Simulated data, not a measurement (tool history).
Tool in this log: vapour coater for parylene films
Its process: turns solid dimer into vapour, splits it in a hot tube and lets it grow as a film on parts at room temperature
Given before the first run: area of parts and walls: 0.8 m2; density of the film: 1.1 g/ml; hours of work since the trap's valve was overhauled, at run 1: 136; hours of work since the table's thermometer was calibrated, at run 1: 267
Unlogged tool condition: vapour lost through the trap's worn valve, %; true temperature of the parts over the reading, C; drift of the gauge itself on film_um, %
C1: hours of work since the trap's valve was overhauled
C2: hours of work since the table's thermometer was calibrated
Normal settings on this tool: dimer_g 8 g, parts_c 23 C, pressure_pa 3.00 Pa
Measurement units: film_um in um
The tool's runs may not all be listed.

run 1 day=0.000 | dimer_g=8 parts_c=23 pressure_pa=3.00 | C1=136 C2=267 | film_um=6.04
run 2 day=1.017 | dimer_g=8 parts_c=23 pressure_pa=8.39 | C1=148 C2=280 | film_um=5.08
run 3 day=2.362 | dimer_g=8 parts_c=23 pressure_pa=8.39 | C1=165 C2=296 | film_um=5.08
run 4 day=3.692 | dimer_g=8 parts_c=23 pressure_pa=8.64 | C1=181 C2=313 | film_um=5.02
run 5 day=4.829 | dimer_g=8 parts_c=23 pressure_pa=8.64 | C1=195 C2=327 | film_um=5.06
run 6 day=6.446 | dimer_g=8 parts_c=20 pressure_pa=8.64 | C1=215 C2=347 | film_um=5.28
run 7 day=8.000 | dimer_g=8 parts_c=20 pressure_pa=8.64 | C1=234 C2=366 | film_um=5.23
run 8 day=9.512 | dimer_g=8 parts_c=20 pressure_pa=8.64 | C1=253 C2=384 | film_um=5.16
run 9 day=10.438 | dimer_g=8 parts_c=20 pressure_pa=8.64 | C1=264 C2=395 | film_um=5.21
run 10 day=11.821 | dimer_g=8 parts_c=23 pressure_pa=3.50 | C1=281 C2=412 | film_um=5.71
run 11 day=13.338 | dimer_g=8 parts_c=23 pressure_pa=3.50 | C1=299 C2=431 | film_um=5.70
run 12 day=14.354 | dimer_g=8 parts_c=23 pressure_pa=3.50 | C1=312 C2=444 | film_um=5.78
run 13 day=15.442 | dimer_g=8 parts_c=23 pressure_pa=3.00 | C1=325 C2=457 | film_um=5.85
run 14 day=17.142 | dimer_g=8 parts_c=23 pressure_pa=2.89 | C1=346 C2=478 | film_um=5.93
run 15 day=18.512 | dimer_g=8 parts_c=23 pressure_pa=2.89 | C1=363 C2=495 | film_um=5.81
run 16 day=19.658 | dimer_g=8 parts_c=23 pressure_pa=2.89 | C1=377 C2=509 | film_um=5.74
run 17 day=20.800 | dimer_g=8 parts_c=23 pressure_pa=3.00 | C1=391 C2=523 | film_um=5.71
run 18 day=22.442 | dimer_g=9 parts_c=23 pressure_pa=3.00 | C1=411 C2=543 | film_um=6.40
run 19 day=24.021 | dimer_g=5 parts_c=23 pressure_pa=3.00 | C1=430 C2=562 | film_um=3.57
run 20 day=25.658 | dimer_g=5 parts_c=23 pressure_pa=3.00 | C1=451 C2=582 | film_um=3.53
run 21 day=26.708 | dimer_g=5 parts_c=23 pressure_pa=3.00 | C1=463 C2=595 | film_um=3.54
run 22 day=27.754 | dimer_g=5 parts_c=18 pressure_pa=11.08 | C1=476 C2=608 | film_um=3.07
run 23 day=29.000 | dimer_g=5 parts_c=24 pressure_pa=4.18 | C1=492 C2=623 | film_um=3.31
run 24 day=30.621 | dimer_g=5 parts_c=28 pressure_pa=2.04 | C1=511 C2=643 | film_um=3.48
run 25 day=31.617 | dimer_g=5 parts_c=28 pressure_pa=2.04 | C1=524 C2=655 | film_um=3.44
run 26 day=33.100 | dimer_g=8 parts_c=25 pressure_pa=3.00 | C1=542 C2=673 | film_um=5.45
-- day=33.646 trap's valve overhauled
run 27 day=34.300 | dimer_g=3 parts_c=33 pressure_pa=7.74 | C1=8 C2=686 | film_um=1.61
run 28 day=35.854 | dimer_g=10 parts_c=35 pressure_pa=3.81 | C1=27 C2=705 | film_um=5.87
run 29 day=37.467 | dimer_g=10 parts_c=21 pressure_pa=9.03 | C1=47 C2=725 | film_um=6.58
run 30 day=38.638 | dimer_g=9 parts_c=20 pressure_pa=8.73 | C1=61 C2=739 | film_um=6.02
run 31 day=39.675 | dimer_g=9 parts_c=20 pressure_pa=8.73 | C1=74 C2=752 | film_um=6.03
run 32 day=41.021 | dimer_g=5 parts_c=19 pressure_pa=8.58 | C1=90 C2=769 | film_um=3.39
run 33 day=42.258 | dimer_g=8 parts_c=22 pressure_pa=7.24 | C1=106 C2=784 | film_um=5.27
run 34 day=43.583 | dimer_g=7 parts_c=31 pressure_pa=6.87 | C1=122 C2=800 | film_um=3.95
run 35 day=45.238 | dimer_g=7 parts_c=31 pressure_pa=6.87 | C1=142 C2=820 | film_um=3.96

4 options for the next run, each taken on its own from the tool as it stands now. Forecast them:
run A day=46.204 | dimer_g=8 parts_c=28 pressure_pa=2.12 | C1=154 C2=832 | film_um=?
run B day=46.204 | dimer_g=6 parts_c=32 pressure_pa=3.00 | C1=154 C2=832 | film_um=?
run C day=46.204 | dimer_g=7 parts_c=31 pressure_pa=7.17 | C1=154 C2=832 | film_um=?
run D day=46.204 | dimer_g=7 parts_c=31 pressure_pa=8.50 | C1=154 C2=832 | film_um=?

run=A film_um=5.80
run=B film_um=3.75
run=C film_um=3.89
run=D film_um=3.73
What these runs would have given with no unlogged condition in the tool:
run=A film_um=6.03
run=B film_um=3.90
run=C film_um=4.04
run=D film_um=3.87

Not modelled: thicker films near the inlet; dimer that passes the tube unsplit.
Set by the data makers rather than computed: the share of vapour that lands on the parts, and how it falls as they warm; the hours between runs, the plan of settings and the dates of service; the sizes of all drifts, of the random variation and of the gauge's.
